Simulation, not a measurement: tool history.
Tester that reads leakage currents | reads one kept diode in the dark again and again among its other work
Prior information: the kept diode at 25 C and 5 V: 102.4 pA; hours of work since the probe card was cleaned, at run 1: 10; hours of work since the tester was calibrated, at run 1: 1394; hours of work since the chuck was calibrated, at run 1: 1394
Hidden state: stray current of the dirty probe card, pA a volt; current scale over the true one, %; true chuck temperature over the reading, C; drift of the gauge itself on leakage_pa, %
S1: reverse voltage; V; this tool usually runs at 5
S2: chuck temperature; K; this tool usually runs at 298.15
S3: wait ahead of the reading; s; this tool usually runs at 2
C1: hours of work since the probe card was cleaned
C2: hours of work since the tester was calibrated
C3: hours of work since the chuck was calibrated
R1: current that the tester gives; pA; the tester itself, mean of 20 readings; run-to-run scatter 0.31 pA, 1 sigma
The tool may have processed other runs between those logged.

{"run": 1, "hour": 0.0, "S1": 5, "S2": 298.15, "S3": 2, "C1": 10, "C2": 1394, "C3": 1394, "R1": 110.77}
{"run": 2, "hour": 98.2, "S1": 5, "S2": 298.15, "S3": 2, "C1": 51, "C2": 1436, "C3": 1436, "R1": 111.23}
{"run": 3, "hour": 202.4, "S1": 5, "S2": 298.15, "S3": 2, "C1": 96, "C2": 1480, "C3": 1480, "R1": 110.99}
{"run": 4, "hour": 305.3, "S1": 5, "S2": 298.15, "S3": 2, "C1": 139, "C2": 1524, "C3": 1524, "R1": 111.28}
{"run": 5, "hour": 369.5, "S1": 5, "S2": 298.15, "S3": 2, "C1": 167, "C2": 1551, "C3": 1551, "R1": 112.21}
{"run": 6, "hour": 458.7, "S1": 5, "S2": 298.15, "S3": 2, "C1": 204, "C2": 1589, "C3": 1589, "R1": 112.29}
{"hour": 510.8, "done": "chuck's temperature calibrated"}
{"run": 7, "hour": 518.1, "S1": 5, "S2": 298.15, "S3": 2, "C1": 229, "C2": 1613, "C3": 3, "R1": 103.42}
{"run": 8, "hour": 582.6, "S1": 5, "S2": 298.15, "S3": 2, "C1": 256, "C2": 1641, "C3": 30, "R1": 103.97}
{"run": 9, "hour": 663.4, "S1": 5, "S2": 298.15, "S3": 2, "C1": 290, "C2": 1675, "C3": 65, "R1": 103.97}
{"run": 10, "hour": 753.3, "S1": 19.45, "S2": 298.15, "S3": 2, "C1": 328, "C2": 1713, "C3": 103, "R1": 210.58}
{"run": 11, "hour": 810.9, "S1": 19.45, "S2": 298.15, "S3": 2, "C1": 353, "C2": 1738, "C3": 127, "R1": 209.03}
{"run": 12, "hour": 894.8, "S1": 19.45, "S2": 298.15, "S3": 2, "C1": 389, "C2": 1773, "C3": 163, "R1": 210.98}
{"run": 13, "hour": 961.8, "S1": 19.45, "S2": 298.15, "S3": 2, "C1": 417, "C2": 1802, "C3": 191, "R1": 210.86}
{"run": 14, "hour": 1046.9, "S1": 19.45, "S2": 317.15, "S3": 2, "C1": 453, "C2": 1838, "C3": 227, "R1": 928.51}
{"run": 15, "hour": 1115.3, "S1": 5, "S2": 298.15, "S3": 2, "C1": 482, "C2": 1867, "C3": 257, "R1": 105.65}
{"run": 16, "hour": 1162.4, "S1": 2.18, "S2": 298.15, "S3": 2, "C1": 502, "C2": 1887, "C3": 277, "R1": 69.5}
{"run": 17, "hour": 1243.0, "S1": 5, "S2": 298.15, "S3": 2, "C1": 536, "C2": 1921, "C3": 311, "R1": 105.34}
{"run": 18, "hour": 1317.1, "S1": 5, "S2": 298.15, "S3": 3.61, "C1": 568, "C2": 1952, "C3": 342, "R1": 105.93}
{"run": 19, "hour": 1372.5, "S1": 5, "S2": 298.15, "S3": 4.64, "C1": 591, "C2": 1976, "C3": 366, "R1": 106.42}
{"run": 20, "hour": 1446.5, "S1": 5, "S2": 298.15, "S3": 4.64, "C1": 623, "C2": 2007, "C3": 397, "R1": 106.71}
{"run": 21, "hour": 1493.0, "S1": 5, "S2": 298.15, "S3": 4.64, "C1": 642, "C2": 2027, "C3": 417, "R1": 106.07}
{"run": 22, "hour": 1577.3, "S1": 9.94, "S2": 298.15, "S3": 1.95, "C1": 678, "C2": 2063, "C3": 453, "R1": 152.41}
{"run": 23, "hour": 1656.0, "S1": 9.94, "S2": 298.15, "S3": 1.95, "C1": 712, "C2": 2096, "C3": 486, "R1": 152.24}
{"run": 24, "hour": 1698.3, "S1": 9.94, "S2": 298.15, "S3": 1.95, "C1": 730, "C2": 2114, "C3": 504, "R1": 152.69}
{"run": 25, "hour": 1760.5, "S1": 5, "S2": 330.15, "S3": 7.23, "C1": 756, "C2": 2141, "C3": 530, "R1": 1187.54}
{"run": 26, "hour": 1813.4, "S1": 5, "S2": 330.15, "S3": 7.23, "C1": 778, "C2": 2163, "C3": 553, "R1": 1187.38}
{"run": 27, "hour": 1859.6, "S1": 1.29, "S2": 329.15, "S3": 4.58, "C1": 798, "C2": 2183, "C3": 572, "R1": 560.24}
{"run": 28, "hour": 1945.4, "S1": 1.48, "S2": 298.15, "S3": 6.95, "C1": 834, "C2": 2219, "C3": 609, "R1": 57.9}
{"run": 29, "hour": 2046.7, "S1": 6.53, "S2": 298.15, "S3": 0.92, "C1": 877, "C2": 2262, "C3": 652, "R1": 125.4}
{"run": 30, "hour": 2108.9, "S1": 1.7, "S2": 312.15, "S3": 2.23, "C1": 904, "C2": 2288, "C3": 678, "R1": 188.59}
{"run": 31, "hour": 2197.5, "S1": 3.46, "S2": 293.15, "S3": 8.07, "C1": 941, "C2": 2326, "C3": 716, "R1": 59.44}
{"run": 32, "hour": 2243.2, "S1": 16.06, "S2": 309.15, "S3": 2.84, "C1": 961, "C2": 2345, "C3": 735, "R1": 476.57}
{"run": 33, "hour": 2337.2, "S1": 16.06, "S2": 309.15, "S3": 2.84, "C1": 1001, "C2": 2385, "C3": 775, "R1": 474.15}
{"run": 34, "hour": 2439.8, "S1": 18.08, "S2": 297.15, "S3": 2.72, "C1": 1044, "C2": 2429, "C3": 819, "R1": 197.49}
{"run": 35, "hour": 2537.9, "S1": 3.96, "S2": 298.15, "S3": 5.58, "C1": 1086, "C2": 2470, "C3": 860, "R1": 97.64}
{"run": 36, "hour": 2604.1, "S1": 3.96, "S2": 298.15, "S3": 5.58, "C1": 1114, "C2": 2499, "C3": 888, "R1": 97.48}
{"run": 37, "hour": 2653.3, "S1": 5, "S2": 321.15, "S3": 0.87, "C1": 1135, "C2": 2519, "C3": 909, "R1": 646.13}
{"run": 38, "hour": 2714.5, "S1": 2.47, "S2": 307.15, "S3": 0.87, "C1": 1161, "C2": 2545, "C3": 935, "R1": 159.69}
{"run": 39, "hour": 2799.2, "S1": 2.47, "S2": 327.15, "S3": 3.88, "C1": 1197, "C2": 2581, "C3": 971, "R1": 695.4}

5 options for the next run, each taken on its own from the tool as it stands now. Forecast them:
{"run": "A", "hour": 2847.5, "S1": 5, "S2": 304.15, "S3": 2, "C1": 1217, "C2": 2602, "C3": 992, "R1": "?"}
{"run": "B", "hour": 2847.5, "S1": 5, "S2": 298.15, "S3": 2.43, "C1": 1217, "C2": 2602, "C3": 992, "R1": "?"}
{"run": "C", "hour": 2847.5, "S1": 3.61, "S2": 315.15, "S3": 3.88, "C1": 1217, "C2": 2602, "C3": 992, "R1": "?"}
{"run": "D", "hour": 2847.5, "S1": 11.33, "S2": 329.15, "S3": 3.07, "C1": 1217, "C2": 2602, "C3": 992, "R1": "?"}
{"run": "E", "hour": 2847.5, "S1": 3.69, "S2": 317.15, "S3": 2, "C1": 1217, "C2": 2602, "C3": 992, "R1": "?"}

run=A R1=180.66
run=B R1=111.45
run=C R1=354.4
run=D R1=1719.34
run=E R1=416.79
Had the tool no hidden state, the same runs would have come out as:
run=A R1=168.52
run=B R1=103.06
run=C R1=334.23
run=D R1=1632.93
run=E R1=393.6

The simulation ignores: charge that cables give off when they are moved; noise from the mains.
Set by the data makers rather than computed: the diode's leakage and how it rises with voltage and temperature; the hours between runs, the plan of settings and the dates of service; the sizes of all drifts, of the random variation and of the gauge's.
